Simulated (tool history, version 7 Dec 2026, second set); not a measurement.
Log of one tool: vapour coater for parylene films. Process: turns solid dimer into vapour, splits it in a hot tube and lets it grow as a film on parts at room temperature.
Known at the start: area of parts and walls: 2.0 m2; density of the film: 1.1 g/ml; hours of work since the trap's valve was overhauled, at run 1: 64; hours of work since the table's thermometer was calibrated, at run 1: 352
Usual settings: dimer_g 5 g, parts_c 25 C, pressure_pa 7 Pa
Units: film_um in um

run   hour  dimer_g  parts_c  pressure_pa  hours of work since the trap's valve was overhauled  hours of work since the table's thermometer was calibrated  film_um
  1      0        5       25            7                                                   64                                                         352     1.62
  2   28.7        5       25            7                                                   76                                                         364     1.61
  3   63.3        5       25            7                                                   90                                                         378     1.61
  4   99.7        6       25            7                                                  105                                                         393     1.93
  5  138.7        5       25         3.98                                                  121                                                         409     1.72
  6    159        5       25         3.98                                                  129                                                         417     1.72
  7  189.4        5       25         4.51                                                  141                                                         429     1.73
  8  208.9        5       25         4.51                                                  149                                                         437     1.67
  9  248.1        5       25            7                                                  165                                                         453     1.56
 10  265.2        5       25            7                                                  172                                                         460     1.56
 11  301.3        5       30         2.46                                                  186                                                         474     1.46
 12  337.3        8       25            7                                                  201                                                         489     2.47

The next listed run, before its measurement:
     366.7  -- trap's valve overhauled
 13  372.1        5       37         6.01                                                    2                                                         502        ?

film_um: 1.01 um
Without the tool's hidden state the same run would have given film_um 1.01 um.
